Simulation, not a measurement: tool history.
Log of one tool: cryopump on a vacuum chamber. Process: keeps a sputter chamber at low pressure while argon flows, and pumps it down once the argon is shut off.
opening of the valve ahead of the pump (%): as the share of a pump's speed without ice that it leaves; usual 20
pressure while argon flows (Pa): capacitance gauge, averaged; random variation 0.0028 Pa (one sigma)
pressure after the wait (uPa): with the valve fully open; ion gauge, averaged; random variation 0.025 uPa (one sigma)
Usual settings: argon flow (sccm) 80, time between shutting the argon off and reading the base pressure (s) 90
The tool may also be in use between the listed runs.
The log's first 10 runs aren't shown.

run   hour  argon flow (sccm)  time between shutting the argon off and reading the base pressure (s)  opening of the valve ahead of the pump (%)  hours of work since the pump was warmed up and emptied  hours of work since the cold head was overhauled  hours of work since the chamber's fittings were tightened  pressure while argon flows (Pa)  pressure after the wait (uPa)
 11  234.6                 36                                                                     90                                          20                                                     288                                               288                                                       1393                           0.3227                           4.04
 12  250.3                 36                                                                     90                                          20                                                     298                                               298                                                       1402                           0.3243                           4.10
 13  271.2                 80                                                                     90                                          20                                                     310                                               310                                                       1415                           0.7196                           4.13
 14  299.8                 80                                                                     90                                          20                                                     327                                               327                                                       1432                           0.7179                           4.01
 15  324.0                 80                                                                     90                                          20                                                     342                                               342                                                       1446                           0.7146                           4.11
 16  355.6                 80                                                                    128                                          20                                                     361                                               361                                                       1465                           0.7223                           4.07
 17  392.2                 80                                                                     90                                          20                                                     383                                               383                                                       1487                           0.7257                           4.33
 18  411.1                 80                                                                     90                                          60                                                     394                                               394                                                       1499                           0.2576                           4.37
 19  447.4                 80                                                                     90                                          27                                                     416                                               416                                                       1520                           0.5431                           4.52
 20  475.6                 87                                                                     45                                          20                                                     433                                               433                                                       1537                           0.7922                           5.35
 21  513.3                 87                                                                     45                                          20                                                     456                                               456                                                       1560                           0.7887                           5.44
 22  543.3                 76                                                                     59                                          39                                                     474                                               474                                                       1578                           0.3708                           5.00
 23  566.1                 80                                                                     99                                          25                                                     487                                               487                                                       1592                           0.5928                           4.50
 24  593.4                 80                                                                     99                                          25                                                     504                                               504                                                       1608                           0.5904                           4.66
 25  630.3                 92                                                                     99                                          41                                                     526                                               526                                                       1630                           0.4304                           4.84
 26  649.8                 73                                                                     51                                          23                                                     538                                               538                                                       1642                           0.5850                           5.44
 27  674.8                132                                                                     51                                          23                                                     553                                               553                                                       1657                           1.0578                           5.48
 28  690.5                114                                                                     90                                          25                                                     562                                               562                                                       1666                           0.8470                           4.96
 29  709.5                 66                                                                     35                                          20                                                     573                                               573                                                       1678                           0.6084                           6.13
 30  740.8                 55                                                                     22                                          39                                                     592                                               592                                                       1697                           0.2734                           7.23
 31  763.3                 54                                                                     90                                          29                                                     606                                               606                                                       1710                           0.3511                           5.18
 32  783.3                154                                                                     84                                          32                                                     618                                               618                                                       1722                           0.9233                           5.35
 33  813.9                 74                                                                     84                                          20                                                     636                                               636                                                       1741                           0.6855                           5.40

5 ways to go on from here, each from the tool as it stands after run 33. What would each give?
  A  841.5                 67                                                                     84                                          20                                                     653                                               653                                                       1757                                ?                              ?
  B  841.5                 71                                                                    101                                          21                                                     653                                               653                                                       1757                                ?                              ?
  C  841.5                139                                                                     90                                          15                                                     653                                               653                                                       1757                                ?                              ?
  D  841.5                 80                                                                    190                                          20                                                     653                                               653                                                       1757                                ?                              ?
  E  841.5                 80                                                                     90                                          23                                                     653                                               653                                                       1757                                ?                              ?

run  pressure while argon flows (Pa)  pressure after the wait (uPa)
  A                           0.6233                           5.52
  B                           0.6275                           5.44
  C                           1.6818                           5.64
  D                           0.7418                           5.14
  E                           0.6538                           5.39
Without the tool's hidden state the same runs would have given:
run  pressure while argon flows (Pa)  pressure after the wait (uPa)
  A                           0.5854                           0.99
  B                           0.5875                           0.89
  C                           1.6039                           1.00
  D                           0.6966                           0.62
  E                           0.6086                           0.90
